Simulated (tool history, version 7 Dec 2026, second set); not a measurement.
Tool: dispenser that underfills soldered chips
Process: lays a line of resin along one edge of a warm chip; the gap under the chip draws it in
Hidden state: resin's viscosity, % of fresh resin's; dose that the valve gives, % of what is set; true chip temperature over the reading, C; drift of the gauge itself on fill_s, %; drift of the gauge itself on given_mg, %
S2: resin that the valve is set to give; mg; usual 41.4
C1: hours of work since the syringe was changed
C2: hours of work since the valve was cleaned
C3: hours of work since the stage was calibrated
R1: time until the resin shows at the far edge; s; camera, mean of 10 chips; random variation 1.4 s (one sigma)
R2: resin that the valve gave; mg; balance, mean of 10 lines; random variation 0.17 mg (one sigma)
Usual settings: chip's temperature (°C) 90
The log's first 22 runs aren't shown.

{"day": 9.754, "done": "new syringe of resin"}
{"run": 23, "day": 9.85, "chip's temperature (°C)": 101, "S2": 40.9, "C1": 2, "C2": 92, "C3": 491, "R1": 101.8, "R2": 37.71}
{"day": 10.146, "done": "new syringe of resin"}
{"run": 24, "day": 10.254, "chip's temperature (°C)": 101, "S2": 40.9, "C1": 2, "C2": 99, "C3": 498, "R1": 102.6, "R2": 36.98}
{"day": 10.546, "done": "new syringe of resin"}
{"run": 25, "day": 10.767, "chip's temperature (°C)": 95, "S2": 51.0, "C1": 4, "C2": 107, "C3": 507, "R1": 133.4, "R2": 46.08}
{"day": 10.938, "done": "new syringe of resin"}
{"run": 26, "day": 11.104, "chip's temperature (°C)": 88, "S2": 52.2, "C1": 3, "C2": 113, "C3": 513, "R1": 156.5, "R2": 46.89}
{"day": 11.342, "done": "new syringe of resin"}
{"day": 11.408, "done": "dispensing valve cleaned and set on the balance"}
{"run": 27, "day": 11.446, "chip's temperature (°C)": 88, "S2": 52.2, "C1": 1, "C2": 1, "C3": 518, "R1": 142.5, "R2": 52.1}
{"day": 11.771, "done": "new syringe of resin"}
{"run": 28, "day": 11.817, "chip's temperature (°C)": 98, "S2": 48.6, "C1": 1, "C2": 7, "C3": 524, "R1": 100.2, "R2": 48.35}
{"day": 12.179, "done": "new syringe of resin"}
{"run": 29, "day": 12.421, "chip's temperature (°C)": 101, "S2": 51.2, "C1": 4, "C2": 17, "C3": 534, "R1": 112.7, "R2": 50.18}
{"day": 12.583, "done": "new syringe of resin"}
{"day": 12.975, "done": "new syringe of resin"}
{"run": 30, "day": 13.062, "chip's temperature (°C)": 101, "S2": 51.2, "C1": 1, "C2": 28, "C3": 545, "R1": 94.1, "R2": 50.07}
{"day": 13.375, "done": "new syringe of resin"}
{"run": 31, "day": 13.492, "chip's temperature (°C)": 76, "S2": 43.8, "C1": 2, "C2": 35, "C3": 552, "R1": 217.5, "R2": 42.74}
{"day": 13.775, "done": "new syringe of resin"}
{"run": 32, "day": 13.812, "chip's temperature (°C)": 89, "S2": 47.9, "C1": 1, "C2": 41, "C3": 558, "R1": 129.9, "R2": 46.33}
{"day": 14.2, "done": "new syringe of resin"}
{"run": 33, "day": 14.212, "chip's temperature (°C)": 82, "S2": 49.1, "C1": 0, "C2": 48, "C3": 565, "R1": 162.2, "R2": 47.1}

3 ways to go on from here, each from the tool as it stands after run 33. What would each give?
{"day": 14.608, "done": "new syringe of resin"}
{"run": "A", "day": 14.758, "chip's temperature (°C)": 88, "S2": 37.7, "C1": 3, "C2": 57, "C3": 574, "R1": "?", "R2": "?"}
{"day": 14.608, "done": "new syringe of resin"}
{"run": "B", "day": 14.758, "chip's temperature (°C)": 97, "S2": 39.1, "C1": 3, "C2": 57, "C3": 574, "R1": "?", "R2": "?"}
{"day": 14.608, "done": "new syringe of resin"}
{"run": "C", "day": 14.758, "chip's temperature (°C)": 91, "S2": 41.9, "C1": 3, "C2": 57, "C3": 574, "R1": "?", "R2": "?"}

run=A R1=154.8 R2=35.78
run=B R1=115.7 R2=37.13
run=C R1=136.0 R2=39.72
Without the tool's hidden state the same runs would have given:
run=A R1=144.8 R2=37.62
run=B R1=108.0 R2=39.04
run=C R1=127.6 R2=41.76
